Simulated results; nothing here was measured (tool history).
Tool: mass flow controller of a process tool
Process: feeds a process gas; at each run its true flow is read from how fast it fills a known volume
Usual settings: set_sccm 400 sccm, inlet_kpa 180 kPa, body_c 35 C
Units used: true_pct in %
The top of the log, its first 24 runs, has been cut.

run,hour,set_sccm,inlet_kpa,body_c,true_pct
25,3526.2,435,194,26,97.13
# hour 3611.8: gauge calibrated
26,3656.1,61,141,27,98.12
27,3798.9,400,234,35,99.88
28,3895,400,234,35,99.67
29,4095.7,400,234,35,99.61
30,4272.5,205,185,24,97.97
31,4365.1,205,185,24,97.83
32,4537.1,205,185,24,97.71
33,4717.4,205,185,24,97.4
34,4892.7,368,193,22,98.15
35,4993.8,368,193,22,97.95
36,5133.4,368,193,22,97.91
# hour 5150.7: controller's zero set anew
37,5327,132,175,38,97.72
# hour 5354.8: controller exchanged for a calibrated one
38,5536,118,180,28,96.69
39,5640.3,118,180,28,96.68
40,5761.7,81,180,27,96.36
41,5969.4,81,180,27,96.15
42,6129.5,400,180,37,98.49
43,6254,128,234,35,96.37

4 ways to go on from here, each from the tool as it stands after run 43. What would each give?
# hour 6306.5: gauge calibrated
A,6382.1,61,229,35,?
# hour 6306.5: gauge calibrated
B,6382.1,128,234,34,?
# hour 6306.5: gauge calibrated
C,6382.1,128,152,37,?
# hour 6306.5: gauge calibrated
D,6382.1,91,234,23,?

run,true_pct
A,97.99
B,98.16
C,99.09
D,97.25
Without the tool's hidden state the same runs would have given:
run,true_pct
A,98.05
B,98.21
C,99.15
D,97.3

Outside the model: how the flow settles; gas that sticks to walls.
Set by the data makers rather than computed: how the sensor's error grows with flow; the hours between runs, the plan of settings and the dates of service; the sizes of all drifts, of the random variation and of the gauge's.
